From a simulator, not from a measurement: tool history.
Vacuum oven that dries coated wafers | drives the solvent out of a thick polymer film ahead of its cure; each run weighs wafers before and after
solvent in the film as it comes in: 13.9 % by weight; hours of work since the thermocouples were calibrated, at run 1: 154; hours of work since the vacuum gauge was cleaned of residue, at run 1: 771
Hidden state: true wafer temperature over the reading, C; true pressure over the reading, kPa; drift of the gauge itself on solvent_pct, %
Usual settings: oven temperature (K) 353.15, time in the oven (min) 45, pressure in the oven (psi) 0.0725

run	hour	oven temperature (K)	time in the oven (min)	pressure in the oven (psi)	hours of work since the thermocouples were calibrated	hours of work since the vacuum gauge was cleaned of residue	solvent left in the film (%)
1	0.0	353.15	45	0.0725	154	771	2.90
2	33.7	353.15	45	0.0725	180	797	2.72
3	90.5	353.15	45	0.0772	224	841	2.70
4	117.6	343.15	45	0.0772	245	862	5.22
5	159.6	343.15	45	0.0772	277	895	5.26
6	193.3	343.15	45	0.0772	304	921	5.28
7	254.0	353.15	45	0.0725	351	968	2.75
8	309.9	353.15	45	0.0725	394	1011	2.63
9	357.3	353.15	45	0.0725	431	1048	2.83
10	395.8	353.15	45	0.0725	460	1078	2.79
11	431.0	353.15	45	0.0725	488	1105	2.76
12	482.9	353.15	45	0.0725	528	1145	2.77
13	539.1	353.15	45	0.0725	571	1189	2.73
14	575.2	353.15	45	0.0725	599	1217	2.83
15	602.7	350.15	33	0.0725	621	1238	4.62
16	629.0	341.15	46	0.0725	641	1259	5.59
17	686.8	341.15	46	0.0725	686	1303	5.69
18	721.8	341.15	46	0.0725	713	1331	5.62
19	773.8	339.15	75	0.0998	753	1371	4.44
20	813.2	355.15	54	0.1537	784	1401	1.93
21	854.8	367.15	51	0.1537	816	1434	0.49
22	908.6	343.15	31	0.0725	858	1475	6.54
23	948.0	353.15	45	0.1655	888	1506	2.95
24	981.6	348.15	45	0.0579	914	1532	4.03
25	1027.3	348.15	45	0.0579	950	1567	3.93
26	1072.1	348.15	45	0.0579	984	1602	3.90

4 ways to go on from here, each from the tool as it stands after run 26. What would each give?
A	1113.1	349.15	32	0.2843	1016	1634	?
B	1113.1	353.15	45	0.1906	1016	1634	?
C	1113.1	364.15	33	0.1112	1016	1634	?
D	1113.1	364.15	45	0.1089	1016	1634	?

run	solvent left in the film (%)
A	5.76
B	3.00
C	1.68
D	0.89
Without the tool's hidden state the same runs would have given:
run	solvent left in the film (%)
A	5.74
B	2.99
C	1.66
D	0.88
